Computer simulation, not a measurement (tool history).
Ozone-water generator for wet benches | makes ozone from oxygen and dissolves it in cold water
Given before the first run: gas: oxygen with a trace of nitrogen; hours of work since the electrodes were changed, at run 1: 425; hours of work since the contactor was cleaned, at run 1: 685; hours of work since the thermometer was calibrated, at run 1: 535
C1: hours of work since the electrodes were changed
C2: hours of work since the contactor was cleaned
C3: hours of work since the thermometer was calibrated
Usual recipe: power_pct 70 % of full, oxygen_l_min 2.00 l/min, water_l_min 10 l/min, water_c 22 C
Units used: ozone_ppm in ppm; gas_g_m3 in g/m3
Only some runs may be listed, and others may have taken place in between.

run 1 hour=0.0 | power_pct=70 oxygen_l_min=2.00 water_l_min=10 water_c=22 | C1=425 C2=685 C3=535 | ozone_ppm=10.0 gas_g_m3=147.3
run 2 hour=66.3 | power_pct=70 oxygen_l_min=2.00 water_l_min=10 water_c=22 | C1=486 C2=747 C3=596 | ozone_ppm=10.2 gas_g_m3=147.9
run 3 hour=150.2 | power_pct=70 oxygen_l_min=2.00 water_l_min=10 water_c=22 | C1=563 C2=824 C3=674 | ozone_ppm=10.1 gas_g_m3=148.7
run 4 hour=201.4 | power_pct=70 oxygen_l_min=2.00 water_l_min=10 water_c=22 | C1=611 C2=871 C3=721 | ozone_ppm=10.1 gas_g_m3=148.5
run 5 hour=315.9 | power_pct=70 oxygen_l_min=2.00 water_l_min=10 water_c=26 | C1=716 C2=977 C3=827 | ozone_ppm=9.4 gas_g_m3=147.1
run 6 hour=417.2 | power_pct=70 oxygen_l_min=2.00 water_l_min=10 water_c=26 | C1=810 C2=1071 C3=920 | ozone_ppm=9.4 gas_g_m3=147.7
run 7 hour=505.8 | power_pct=70 oxygen_l_min=2.00 water_l_min=10 water_c=26 | C1=892 C2=1152 C3=1002 | ozone_ppm=9.3 gas_g_m3=146.1
run 8 hour=569.9 | power_pct=70 oxygen_l_min=2.00 water_l_min=10 water_c=22 | C1=951 C2=1212 C3=1061 | ozone_ppm=10.0 gas_g_m3=145.0
-- hour=581.8 water thermometer calibrated
run 9 hour=672.1 | power_pct=70 oxygen_l_min=2.00 water_l_min=10 water_c=22 | C1=1045 C2=1305 C3=83 | ozone_ppm=9.7 gas_g_m3=145.8
run 10 hour=770.3 | power_pct=70 oxygen_l_min=2.00 water_l_min=10 water_c=22 | C1=1135 C2=1396 C3=174 | ozone_ppm=10.0 gas_g_m3=147.1
run 11 hour=849.8 | power_pct=70 oxygen_l_min=1.36 water_l_min=10 water_c=22 | C1=1209 C2=1469 C3=247 | ozone_ppm=8.5 gas_g_m3=162.9
-- hour=915.9 water thermometer calibrated, once more
run 12 hour=920.4 | power_pct=70 oxygen_l_min=1.36 water_l_min=10 water_c=21 | C1=1274 C2=1534 C3=4 | ozone_ppm=8.8 gas_g_m3=162.5
run 13 hour=1017.4 | power_pct=54 oxygen_l_min=2.22 water_l_min=9 water_c=20 | C1=1363 C2=1624 C3=94 | ozone_ppm=9.9 gas_g_m3=121.5
run 14 hour=1067.5 | power_pct=54 oxygen_l_min=2.22 water_l_min=9 water_c=20 | C1=1409 C2=1670 C3=140 | ozone_ppm=9.8 gas_g_m3=121.7
run 15 hour=1151.9 | power_pct=54 oxygen_l_min=2.22 water_l_min=9 water_c=20 | C1=1487 C2=1748 C3=218 | ozone_ppm=10.0 gas_g_m3=122.3
run 16 hour=1272.9 | power_pct=40 oxygen_l_min=2.33 water_l_min=12 water_c=26 | C1=1599 C2=1860 C3=330 | ozone_ppm=5.9 gas_g_m3=102.3
run 17 hour=1367.0 | power_pct=40 oxygen_l_min=1.89 water_l_min=12 water_c=26 | C1=1686 C2=1946 C3=416 | ozone_ppm=5.5 gas_g_m3=108.4
run 18 hour=1467.9 | power_pct=46 oxygen_l_min=2.09 water_l_min=13 water_c=30 | C1=1779 C2=2040 C3=510 | ozone_ppm=5.3 gas_g_m3=112.9
run 19 hour=1579.7 | power_pct=70 oxygen_l_min=2.00 water_l_min=15 water_c=22 | C1=1882 C2=2143 C3=613 | ozone_ppm=6.3 gas_g_m3=143.4
run 20 hour=1657.5 | power_pct=62 oxygen_l_min=2.00 water_l_min=14 water_c=25 | C1=1954 C2=2215 C3=685 | ozone_ppm=6.1 gas_g_m3=133.2
run 21 hour=1715.2 | power_pct=62 oxygen_l_min=2.00 water_l_min=14 water_c=25 | C1=2007 C2=2268 C3=738 | ozone_ppm=5.7 gas_g_m3=135.0
run 22 hour=1825.4 | power_pct=70 oxygen_l_min=2.00 water_l_min=10 water_c=20 | C1=2109 C2=2370 C3=840 | ozone_ppm=9.8 gas_g_m3=140.6
run 23 hour=1926.9 | power_pct=70 oxygen_l_min=1.09 water_l_min=7 water_c=16 | C1=2203 C2=2463 C3=933 | ozone_ppm=12.0 gas_g_m3=169.4
run 24 hour=2048.2 | power_pct=70 oxygen_l_min=1.09 water_l_min=7 water_c=16 | C1=2315 C2=2575 C3=1045 | ozone_ppm=11.9 gas_g_m3=168.1

Each row is a separate what-if for the run after 24, all from the same tool condition, not one after another. Results?
run A hour=2164.4 | power_pct=51 oxygen_l_min=1.09 water_l_min=7 water_c=16 | C1=2422 C2=2683 C3=1153 | ozone_ppm=? gas_g_m3=?
run B hour=2164.4 | power_pct=70 oxygen_l_min=2.07 water_l_min=7 water_c=16 | C1=2422 C2=2683 C3=1153 | ozone_ppm=? gas_g_m3=?
run C hour=2164.4 | power_pct=70 oxygen_l_min=1.09 water_l_min=13 water_c=16 | C1=2422 C2=2683 C3=1153 | ozone_ppm=? gas_g_m3=?
run D hour=2164.4 | power_pct=70 oxygen_l_min=2.00 water_l_min=6 water_c=25 | C1=2422 C2=2683 C3=1153 | ozone_ppm=? gas_g_m3=?

run=A ozone_ppm=10.2 gas_g_m3=143.4
run=B ozone_ppm=14.4 gas_g_m3=139.2
run=C ozone_ppm=5.9 gas_g_m3=170.8
run=D ozone_ppm=14.1 gas_g_m3=141.6
With no hidden state in the tool, these same runs would have given:
run=A ozone_ppm=11.1 gas_g_m3=150.3
run=B ozone_ppm=15.8 gas_g_m3=147.3
run=C ozone_ppm=6.6 gas_g_m3=180.7
run=D ozone_ppm=15.5 gas_g_m3=149.8

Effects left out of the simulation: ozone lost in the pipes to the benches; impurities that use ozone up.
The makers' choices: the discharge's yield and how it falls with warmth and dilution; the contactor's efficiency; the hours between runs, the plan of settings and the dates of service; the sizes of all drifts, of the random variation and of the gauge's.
